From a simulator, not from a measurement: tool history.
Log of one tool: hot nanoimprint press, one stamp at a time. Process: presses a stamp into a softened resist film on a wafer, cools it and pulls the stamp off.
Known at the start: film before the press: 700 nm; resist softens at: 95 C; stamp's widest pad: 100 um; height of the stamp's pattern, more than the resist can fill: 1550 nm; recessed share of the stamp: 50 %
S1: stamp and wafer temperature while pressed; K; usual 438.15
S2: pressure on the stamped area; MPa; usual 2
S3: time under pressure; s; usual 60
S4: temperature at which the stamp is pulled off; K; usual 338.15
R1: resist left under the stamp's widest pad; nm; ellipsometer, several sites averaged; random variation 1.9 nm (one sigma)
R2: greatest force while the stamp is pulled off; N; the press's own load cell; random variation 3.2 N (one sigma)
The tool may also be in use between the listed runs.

Run 1, day 0: usual settings. Result: R1 298.3 nm, R2 174 N.
Run 2, day 0.4: usual settings. Result: R1 296.9 nm, R2 169 N.
Run 3, day 0.875: usual settings. Result: R1 300.4 nm, R2 178 N.
Run 4, day 1.267: usual settings. Result: R1 295.1 nm, R2 174 N.
Run 5, day 1.596: usual settings. Result: R1 298.9 nm, R2 172 N.
Run 6, day 2.067: usual settings. Result: R1 292.1 nm, R2 175 N.
Run 7, day 2.462: usual settings. Result: R1 297 nm, R2 175 N.
Run 8, day 2.925: usual settings but S3 81 s. Result: R1 266.1 nm, R2 175 N.
Run 9, day 3.404: usual settings but S3 81 s. Result: R1 264.9 nm, R2 176 N.
Run 10, day 3.912: usual settings but S3 81 s. Result: R1 265.1 nm, R2 175 N.
Run 11, day 4.396: usual settings. Result: R1 291.8 nm, R2 176 N.
Run 12, day 4.688: usual settings. Result: R1 293.5 nm, R2 178 N.
Run 13, day 4.912: usual settings but S1 437.15 K. Result: R1 305.8 nm, R2 178 N.
At day 5.438: stamp cleaned and given a new release coat.
Run 14, day 5.446: usual settings but S3 71 s. Result: R1 275.3 nm, R2 155 N.
Run 15, day 5.754: usual settings but S3 71 s. Result: R1 274.9 nm, R2 150 N.
Run 16, day 6.162: usual settings but S1 443.15 K, S2 1.76 MPa, S3 48 s. Result: R1 275.8 nm, R2 157 N.
Run 17, day 6.662: usual settings but S4 336.15 K. Result: R1 293.4 nm, R2 158 N.
Run 18, day 6.983: usual settings but S4 336.15 K. Result: R1 291.9 nm, R2 161 N.
Run 19, day 7.221: usual settings but S2 1.26 MPa, S4 335.15 K. Result: R1 366 nm, R2 166 N.
Run 20, day 7.742: usual settings but S1 435.15 K, S2 1.26 MPa, S3 61 s, S4 339.15 K. Result: R1 410.2 nm, R2 153 N.
Run 21, day 8.183: usual settings but S1 441.15 K, S2 1.73 MPa, S3 33 s, S4 330.15 K. Result: R1 340.7 nm, R2 174 N.
Run 22, day 8.592: usual settings but S1 441.15 K, S2 1.73 MPa, S3 33 s, S4 330.15 K. Result: R1 339.8 nm, R2 174 N.
Run 23, day 8.821: usual settings but S1 441.15 K, S2 1.73 MPa, S3 33 s, S4 330.15 K. Result: R1 345.4 nm, R2 173 N.
Run 24, day 9.333: usual settings but S1 441.15 K, S2 1.73 MPa, S3 33 s, S4 330.15 K. Result: R1 339.6 nm, R2 169 N.
Run 25, day 9.629: usual settings but S1 441.15 K, S2 1.73 MPa, S3 33 s, S4 330.15 K. Result: R1 342.3 nm, R2 172 N.
Run 26, day 10.054: usual settings but S1 442.15 K, S2 2.36 MPa, S3 53 s, S4 337.15 K. Result: R1 237 nm, R2 170 N.
Run 27, day 10.571: usual settings but S1 442.15 K, S2 2.36 MPa, S3 53 s, S4 337.15 K. Result: R1 237 nm, R2 164 N.
Run 28, day 10.862: usual settings but S1 442.15 K, S2 2.36 MPa, S3 70 s, S4 324.15 K. Result: R1 210.3 nm, R2 188 N.

Forecast each of these 5 alternatives for the next run:
Run A, day 11.192: usual settings but S2 1.82 MPa, S3 34 s, S4 324.15 K. Result: R1 ?, R2 ?.
Run B, day 11.192: usual settings but S1 442.15 K, S2 1.77 MPa, S3 59 s, S4 324.15 K. Result: R1 ?, R2 ?.
Run C, day 11.192: usual settings but S1 440.15 K, S2 2.36 MPa, S3 72 s, S4 324.15 K. Result: R1 ?, R2 ?.
Run D, day 11.192: usual settings but S1 446.15 K, S2 2.39 MPa, S4 341.15 K. Result: R1 ?, R2 ?.
Run E, day 11.192: usual settings but S3 86 s. Result: R1 ?, R2 ?.

run     R1   R2
  A  365.6  187
  B  265.5  185
  C  225.7  189
  D  189.7  154
  E  254.7  159
Without the tool's hidden state the same runs would have given:
run     R1   R2
  A  379.1  175
  B  276.1  173
  C  234.7  177
  D  196.6  144
  E  265.3  149
